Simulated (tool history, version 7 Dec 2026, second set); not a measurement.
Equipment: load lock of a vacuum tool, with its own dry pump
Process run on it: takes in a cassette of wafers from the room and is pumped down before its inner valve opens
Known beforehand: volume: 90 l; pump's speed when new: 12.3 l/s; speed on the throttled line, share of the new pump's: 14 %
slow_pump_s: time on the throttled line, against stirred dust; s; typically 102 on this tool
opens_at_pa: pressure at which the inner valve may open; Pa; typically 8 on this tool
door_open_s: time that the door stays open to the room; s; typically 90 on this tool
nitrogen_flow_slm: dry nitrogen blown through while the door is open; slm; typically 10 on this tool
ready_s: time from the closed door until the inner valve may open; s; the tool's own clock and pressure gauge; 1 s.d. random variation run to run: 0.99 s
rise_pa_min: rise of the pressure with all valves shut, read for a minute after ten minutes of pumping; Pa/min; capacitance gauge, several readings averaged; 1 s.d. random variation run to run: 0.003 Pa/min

run	hour	slow_pump_s	opens_at_pa	door_open_s	nitrogen_flow_slm	incoming humidity of the room's air, %	ready_s	rise_pa_min
1	0.0	102	8	90	10	46.2	163.5	0.454
2	631.1	102	11	90	10	43.8	159.8	0.526
3	1318.3	102	13	90	10	46.5	159.2	0.624
# hour 1424.9: door's seal changed, seat wiped
4	1936.9	102	11	90	10	41.5	160.5	0.057
5	2236.8	102	11	90	10	46.3	162.3	0.070
6	2882.9	102	11	90	10	43.0	161.3	0.090
7	3302.2	102	11	90	10	45.3	163.1	0.116
8	3675.1	102	12	83	10	47.4	162.8	0.136
9	4313.6	102	8	86	10	47.0	166.4	0.172
10	4617.1	102	8	86	10	46.1	167.1	0.197

Below, each run's measurement less what the same run would have read without the hidden state. Both values contain the same run-to-run variation, but the gauge's scatter may not be the same in both:
Hidden state at play: pump's speed, % of a new pump's; leak at the door's seal, Pa l/s; drift of the gauge itself on ready_s, %; drift of the gauge itself on rise_pa_min, %.
run	ready_s	rise_pa_min
1	+5.2	+0.414
2	+5.4	+0.487
3	+5.7	+0.579
4	+6.5	+0.016
5	+6.8	+0.027
6	+7.3	+0.055
7	+7.7	+0.073
8	+7.9	+0.092
9	+9.1	+0.131
10	+9.4	+0.156
